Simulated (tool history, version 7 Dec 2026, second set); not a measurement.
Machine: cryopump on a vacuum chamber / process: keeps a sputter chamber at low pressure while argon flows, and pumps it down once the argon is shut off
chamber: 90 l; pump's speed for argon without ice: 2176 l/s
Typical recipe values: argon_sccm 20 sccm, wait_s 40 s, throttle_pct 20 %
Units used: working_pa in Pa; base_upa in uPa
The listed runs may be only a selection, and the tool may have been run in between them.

| run | hour | argon_sccm | wait_s | throttle_pct | working_pa | base_upa |
|---|---|---|---|---|---|---|
| 1 | 0 | 20 | 40 | 20 | 0.0779 | 1.87 |
| 2 | 95.6 | 20 | 22 | 20 | 0.078 | 2.99 |
| 3 | 178.1 | 20 | 40 | 58 | 0.0272 | 2.06 |
| 4 | 240.7 | 20 | 40 | 20 | 0.0785 | 2.12 |
| 5 | 295.2 | 20 | 40 | 20 | 0.0794 | 2.23 |
| 6 | 355.3 | 20 | 59 | 20 | 0.0783 | 1.84 |
| 7 | 450.8 | 20 | 59 | 20 | 0.0789 | 2.01 |
| 8 | 530.2 | 20 | 59 | 20 | 0.0795 | 2.09 |
| 9 | 615.9 | 20 | 40 | 20 | 0.0801 | 2.55 |
| 10 | 711.8 | 20 | 40 | 20 | 0.0801 | 2.68 |
| 11 | 773.1 | 20 | 40 | 20 | 0.0816 | 2.76 |
| 12 | 835.6 | 20 | 40 | 20 | 0.0809 | 2.86 |
| 13 | 897.6 | 20 | 40 | 20 | 0.0798 | 3.01 |
| 14 | 972.9 | 20 | 40 | 20 | 0.0804 | 2.94 |
| 15 | 1043.4 | 29 | 40 | 24 | 0.0984 | 3.06 |
|  | 1071.1 | pump warmed up, emptied and cooled again |
|  | 1106.4 | leaking fittings of the chamber tightened, without venting |
| 16 | 1119.8 | 20 | 285 | 53 | 0.0296 | 0.39 |
| 17 | 1221.1 | 20 | 285 | 53 | 0.0312 | 0.44 |
| 18 | 1289.1 | 8 | 21 | 32 | 0.0201 | 2.63 |
| 19 | 1336.7 | 19 | 294 | 49 | 0.0303 | 0.54 |
| 20 | 1421.6 | 24 | 294 | 37 | 0.0514 | 0.63 |
| 21 | 1489.9 | 12 | 40 | 51 | 0.0204 | 1.8 |
| 22 | 1586.2 | 10 | 154 | 59 | 0.0132 | 1.02 |
| 23 | 1669.5 | 20 | 130 | 42 | 0.0383 | 1.15 |
| 24 | 1760.3 | 13 | 40 | 26 | 0.0401 | 2.07 |
| 25 | 1837.3 | 13 | 40 | 26 | 0.0401 | 2.21 |

Predict each of these 3 candidate next runs independently; none follows another, all start after run 25:
| A | 1905.2 | 13 | 190 | 40 | ? | ? |
| B | 1905.2 | 20 | 190 | 20 | ? | ? |
| C | 1905.2 | 20 | 40 | 24 | ? | ? |

| run | working_pa | base_upa |
|---|---|---|
| A | 0.0264 | 1.29 |
| B | 0.0803 | 1.29 |
| C | 0.066 | 2.27 |
The same runs, with their run-to-run variation unchanged, on a tool lacking any hidden condition would have given:
| run | working_pa | base_upa |
|---|---|---|
| A | 0.0251 | 0.41 |
| B | 0.0781 | 0.39 |
| C | 0.0638 | 1.38 |

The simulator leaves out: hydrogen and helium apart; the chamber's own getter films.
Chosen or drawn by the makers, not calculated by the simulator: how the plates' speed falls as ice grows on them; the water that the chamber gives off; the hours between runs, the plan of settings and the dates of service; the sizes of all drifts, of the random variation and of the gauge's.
